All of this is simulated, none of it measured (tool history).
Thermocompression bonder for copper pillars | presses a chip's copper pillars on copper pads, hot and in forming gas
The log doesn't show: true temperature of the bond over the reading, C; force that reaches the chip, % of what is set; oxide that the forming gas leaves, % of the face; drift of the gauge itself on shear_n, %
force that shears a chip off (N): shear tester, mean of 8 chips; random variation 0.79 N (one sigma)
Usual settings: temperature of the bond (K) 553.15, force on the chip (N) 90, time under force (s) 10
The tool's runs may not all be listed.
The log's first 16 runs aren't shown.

run	hour	temperature of the bond (K)	force on the chip (N)	time under force (s)	hours of work since the heater was calibrated	hours of work since the force cell was calibrated	hours of work since the gas filter was changed	force that shears a chip off (N)
17	294.2	571.15	90	10	775	159	322	78.1
18	312.7	571.15	90	10	789	173	336	78.5
19	326.8	571.15	90	10	799	184	347	77.3
20	337.1	535.15	90	23	807	192	355	60.7
21	358.1	554.15	122	9	823	208	370	68.1
22	382.3	542.15	73	8	841	226	389	40.7
23	401.1	553.15	64	10	856	240	403	50.6
24	423.2	576.15	90	23	872	257	420	99
25	433.4	576.15	90	23	880	265	427	99.6
# hour 444.9: forming gas filter changed
26	449.6	546.15	65	7	892	276	4	41.8
# hour 455.7: heater calibrated with a thermocouple chip
27	469.2	546.15	65	7	10	290	17	50.5
28	489.3	546.15	65	7	25	305	32	51.2
29	505.8	579.15	68	6	38	317	44	76.1
30	529.4	535.15	62	6	56	335	62	37.3
31	540	535.15	62	6	64	343	70	36.7
32	559.2	553.15	54	29	78	358	85	82.6
33	579	553.15	54	29	93	373	100	81.5

Forecast each of these 3 alternatives for the next run:
A	600.9	553.15	54	13	110	389	116	?
B	600.9	553.15	90	17	110	389	116	?
C	600.9	530.15	59	29	110	389	116	?

run	force that shears a chip off (N)
A	63
B	84.8
C	60.2
Without the tool's hidden state the same runs would have given:
run	force that shears a chip off (N)
A	64.3
B	86.6
C	61.5
